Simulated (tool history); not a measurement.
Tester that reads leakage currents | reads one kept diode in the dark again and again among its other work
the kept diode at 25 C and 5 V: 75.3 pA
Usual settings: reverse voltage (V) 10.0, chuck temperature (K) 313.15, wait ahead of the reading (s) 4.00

| run | hour | reverse voltage (V) | chuck temperature (K) | wait ahead of the reading (s) | current that the tester gives (pA) |
|---|---|---|---|---|---|
| 1 | 0.0 | 10.0 | 313.15 | 4.00 | 275.81 |
| 2 | 49.7 | 10.0 | 313.15 | 4.00 | 274.25 |
| 3 | 97.6 | 10.0 | 313.15 | 4.00 | 273.43 |
| 4 | 144.3 | 10.0 | 313.15 | 4.00 | 272.30 |
| 5 | 171.7 | 10.0 | 313.15 | 4.00 | 271.28 |
| 6 | 215.9 | 10.0 | 313.15 | 4.00 | 268.55 |
| 7 | 255.7 | 11.7 | 313.15 | 4.00 | 283.87 |
| 8 | 297.1 | 11.7 | 313.15 | 4.00 | 281.81 |
| 9 | 331.8 | 11.7 | 313.15 | 4.00 | 279.48 |
| 10 | 389.2 | 11.7 | 313.15 | 4.00 | 279.33 |
| 11 | 415.6 | 11.7 | 313.15 | 4.00 | 277.77 |
| 12 | 450.2 | 10.0 | 313.15 | 1.29 | 262.80 |
| 13 | 495.2 | 10.0 | 313.15 | 1.29 | 260.57 |
| 14 | 529.7 | 10.0 | 313.15 | 1.29 | 260.37 |
| 15 | 556.3 | 10.0 | 313.15 | 4.00 | 258.79 |
| 16 | 607.1 | 10.0 | 313.15 | 7.61 | 258.02 |
| 17 | 668.6 | 10.0 | 313.15 | 0.59 | 256.81 |
| 18 | 714.5 | 10.0 | 325.15 | 4.00 | 543.08 |
| 19 | 768.2 | 10.0 | 325.15 | 4.00 | 540.34 |
| 20 | 802.5 | 10.0 | 313.15 | 4.00 | 253.41 |
| 21 | 851.6 | 10.0 | 325.15 | 3.57 | 537.03 |
| 22 | 910.0 | 10.0 | 325.15 | 3.57 | 533.57 |
| 23 | 948.5 | 1.2 | 325.15 | 6.04 | 259.76 |
| 24 | 1009.9 | 1.2 | 325.15 | 6.04 | 259.50 |
|  | 1048.9 | chuck's temperature calibrated |
| 25 | 1059.1 | 1.2 | 325.15 | 6.04 | 300.61 |
| 26 | 1098.6 | 6.8 | 322.15 | 0.52 | 442.74 |
| 27 | 1126.7 | 19.6 | 313.15 | 1.48 | 369.84 |
| 28 | 1177.5 | 19.6 | 313.15 | 1.48 | 365.71 |
| 29 | 1203.1 | 2.1 | 313.15 | 9.00 | 164.14 |
| 30 | 1263.4 | 10.0 | 295.15 | 4.00 | 89.96 |
| 31 | 1299.9 | 2.8 | 313.15 | 2.77 | 179.17 |
| 32 | 1330.1 | 2.8 | 313.15 | 2.77 | 178.58 |
| 33 | 1376.0 | 2.2 | 303.15 | 2.77 | 82.95 |
| 34 | 1406.0 | 2.2 | 303.15 | 2.77 | 83.29 |
| 35 | 1455.3 | 2.2 | 303.15 | 2.77 | 82.29 |
| 36 | 1498.4 | 1.4 | 329.15 | 0.68 | 382.93 |
| 37 | 1559.2 | 18.6 | 320.15 | 0.59 | 526.92 |
| 38 | 1597.1 | 10.0 | 313.15 | 0.53 | 271.30 |
| 39 | 1640.2 | 2.8 | 319.15 | 1.56 | 252.66 |
| 40 | 1682.1 | 2.8 | 319.15 | 1.56 | 252.25 |

Forecast each of these 4 alternatives for the next run:
| A | 1727.5 | 6.2 | 295.15 | 4.00 | ? |
| B | 1727.5 | 2.8 | 326.15 | 1.56 | ? |
| C | 1727.5 | 1.9 | 313.15 | 3.20 | ? |
| D | 1727.5 | 10.0 | 328.15 | 4.00 | ? |

| run | current that the tester gives (pA) |
|---|---|
| A | 70.81 |
| B | 386.23 |
| C | 148.30 |
| D | 673.72 |
Without the tool's hidden state the same runs would have given:
| run | current that the tester gives (pA) |
|---|---|
| A | 64.78 |
| B | 418.44 |
| C | 159.98 |
| D | 717.24 |

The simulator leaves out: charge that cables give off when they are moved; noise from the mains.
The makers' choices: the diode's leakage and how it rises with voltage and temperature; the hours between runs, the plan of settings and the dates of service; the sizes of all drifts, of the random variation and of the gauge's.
